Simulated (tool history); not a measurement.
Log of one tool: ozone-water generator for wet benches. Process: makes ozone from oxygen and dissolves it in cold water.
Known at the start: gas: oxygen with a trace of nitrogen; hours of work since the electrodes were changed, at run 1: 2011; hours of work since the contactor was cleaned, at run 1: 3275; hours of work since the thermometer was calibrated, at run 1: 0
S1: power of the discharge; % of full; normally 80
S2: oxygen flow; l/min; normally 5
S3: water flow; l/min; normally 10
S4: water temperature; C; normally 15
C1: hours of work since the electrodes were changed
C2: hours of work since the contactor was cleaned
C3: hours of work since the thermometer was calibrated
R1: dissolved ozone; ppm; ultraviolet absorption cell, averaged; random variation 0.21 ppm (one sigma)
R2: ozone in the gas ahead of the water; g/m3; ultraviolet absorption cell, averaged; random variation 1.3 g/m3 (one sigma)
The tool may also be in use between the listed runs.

run	day	S1	S2	S3	S4	C1	C2	C3	R1	R2
1	0	80	5	10	15	2011	3275	0	30	247.6
2	2.242	80	5	10	15	2049	3313	38	30.1	245.7
3	4.142	80	5	14	15	2081	3345	70	21.7	245.7
4	7.825	80	5	14	15	2143	3407	132	21.6	247
5	11.629	80	5	14	15	2208	3471	197	21.9	247.8
6	15.046	80	5	14	15	2265	3529	254	22.1	245.9
7	17.871	80	5	10	15	2313	3577	302	30	245.4
8	22.125	80	5	10	15	2385	3649	374	29.9	247.6
9	24.658	80	5	10	15	2428	3691	417	30	248.4
10	26.796	80	5	10	15	2464	3728	453	29.9	245.3
11	29.138	80	5	10	15	2504	3767	493	29.9	245.8
12	31.083	80	5	10	15	2536	3800	526	30.4	246.5
13	34.279	80	5	10	15	2590	3854	579	30.3	245.5
14	37.521	80	4.99	10	15	2645	3909	634	30	247
15	40.342	80	5	14	15	2693	3957	682	22	246.9
16	43.008	80	5.17	10	15	2738	4002	727	29.9	242.5
17	45.271	80	5	10	15	2776	4040	765	29.8	248
18	48.567	40	5	10	15	2832	4096	821	21.2	174.4
19	52.796	90	6.55	10	8	2903	4167	893	34.9	224.6
20	54.938	90	6.55	10	8	2940	4203	929	35.1	223.8
21	57.533	41	3.98	6	16	2984	4247	973	32.7	201.6
22	60.292	41	4.89	6	19	3030	4294	1019	29.3	180.1
23	64.525	41	4.89	6	19	3102	4365	1091	29.3	178
24	67.575	73	5	10	15	3153	4417	1142	28.4	234.6
25	71.942	73	5	10	15	3227	4491	1216	28.4	235.2
# day 73.6: contactor cleaned
26	76.325	73	5	10	15	3298	46	1288	28.5	235.4
27	78.279	64	5.21	10	15	3332	79	1321	26.5	214.6
28	81.208	62	5.21	10	15	3381	129	1370	26.2	212.1
29	83.512	62	5.21	10	15	3420	168	1409	25.8	211.6
30	87.238	49	5.21	10	15	3483	231	1472	23.3	188.2
31	89.454	49	5.21	10	15	3520	268	1509	23.3	188.6
32	92.525	44	5	7	8	3572	320	1561	34	182.7
33	95.183	83	3.61	10	9	3617	365	1606	34.7	301.4
34	99.083	80	4.96	10	11	3683	431	1672	32.2	245.5

Branching from run 34: 3 alternative next runs. What would each branch give?
A	100.942	80	3.42	15	7	3715	462	1704	?	?
B	100.942	45	5	7	18	3715	462	1704	?	?
C	100.942	71	5	9	7	3715	462	1704	?	?

run	R1	R2
A	22.3	306.3
B	28	186.1
C	35.6	232
Without the tool's hidden state the same runs would have given:
run	R1	R2
A	22.3	306.7
B	28	186.3
C	35.6	232.3
